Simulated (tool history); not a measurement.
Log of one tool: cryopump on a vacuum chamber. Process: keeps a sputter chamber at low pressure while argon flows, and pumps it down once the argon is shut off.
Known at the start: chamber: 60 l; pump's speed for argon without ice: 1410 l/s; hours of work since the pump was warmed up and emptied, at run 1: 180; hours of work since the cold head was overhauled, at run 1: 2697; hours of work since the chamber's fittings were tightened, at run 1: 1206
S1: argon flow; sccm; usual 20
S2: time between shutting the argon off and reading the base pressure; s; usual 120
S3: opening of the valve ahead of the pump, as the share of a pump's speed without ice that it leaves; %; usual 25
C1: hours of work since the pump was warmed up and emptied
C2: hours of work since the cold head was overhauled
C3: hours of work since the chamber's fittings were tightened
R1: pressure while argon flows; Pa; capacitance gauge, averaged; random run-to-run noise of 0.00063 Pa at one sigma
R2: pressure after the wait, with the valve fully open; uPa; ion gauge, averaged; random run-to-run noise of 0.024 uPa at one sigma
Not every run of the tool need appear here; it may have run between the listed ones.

Run 1, hour 0.0: usual settings; C1 180; C2 2697; C3 1206. Result: R1 0.0999 Pa, R2 2.38 uPa.
Run 2, hour 53.7: usual settings; C1 220; C2 2737; C3 1246. Result: R1 0.0988 Pa, R2 2.42 uPa.
Run 3, hour 141.4: usual settings but S1 26 sccm; C1 285; C2 2802; C3 1311. Result: R1 0.1299 Pa, R2 2.67 uPa.
Run 4, hour 232.8: usual settings but S2 47 s; C1 353; C2 2870; C3 1379. Result: R1 0.1012 Pa, R2 3.86 uPa.
Run 5, hour 341.1: usual settings but S2 86 s; C1 433; C2 2950; C3 1459. Result: R1 0.1041 Pa, R2 3.26 uPa.
Run 6, hour 393.9: usual settings but S2 86 s; C1 473; C2 2990; C3 1499. Result: R1 0.1042 Pa, R2 3.42 uPa.
Run 7, hour 502.8: usual settings but S3 40 %; C1 554; C2 3071; C3 1580. Result: R1 0.0709 Pa, R2 3.42 uPa.
At hour 546.6: pump warmed up, emptied and cooled again.
Run 8, hour 607.1: usual settings but S3 26 %; C1 45; C2 3144; C3 1653. Result: R1 0.0948 Pa, R2 2.86 uPa.
Run 9, hour 710.6: usual settings but S2 124 s; C1 122; C2 3221; C3 1730. Result: R1 0.1001 Pa, R2 2.96 uPa.
Run 10, hour 780.5: usual settings but S1 16 sccm, S2 110 s, S3 19 %; C1 174; C2 3273; C3 1782. Result: R1 0.1045 Pa, R2 3.12 uPa.
Run 11, hour 903.4: usual settings but S1 16 sccm, S2 110 s, S3 19 %; C1 265; C2 3365; C3 1874. Result: R1 0.1052 Pa, R2 3.48 uPa.
At hour 959.8: leaking fittings of the chamber tightened, without venting.
Run 12, hour 1001.0: usual settings but S1 15 sccm, S2 125 s, S3 22 %; C1 336; C2 3436; C3 31. Result: R1 0.0864 Pa, R2 0.93 uPa.
Run 13, hour 1092.8: usual settings but S1 35 sccm, S2 125 s, S3 22 %; C1 405; C2 3504; C3 99. Result: R1 0.2035 Pa, R2 1.04 uPa.
Run 14, hour 1178.7: usual settings but S2 35 s, S3 27 %; C1 468; C2 3568; C3 163. Result: R1 0.0982 Pa, R2 2.65 uPa.
Run 15, hour 1300.2: usual settings but S2 35 s, S3 27 %; C1 559; C2 3658; C3 253. Result: R1 0.0998 Pa, R2 2.75 uPa.
At hour 1330.7: pump warmed up, emptied and cooled again.
Run 16, hour 1416.4: usual settings but S1 28 sccm, S2 35 s, S3 23 %; C1 64; C2 3741; C3 336. Result: R1 0.1492 Pa, R2 2.85 uPa.

Run 17 has not been measured yet. What should we expect?
Run 17, hour 1519.7: usual settings but S1 22 sccm, S2 26 s, S3 31 %; C1 141; C2 3818; C3 412. Result: R1 ?, R2 ?.

R1: 0.0886 Pa
R2: 3.64 uPa
Minus the tool's unlogged condition, the same run would have read R1 0.0847 Pa, R2 3.14 uPa.
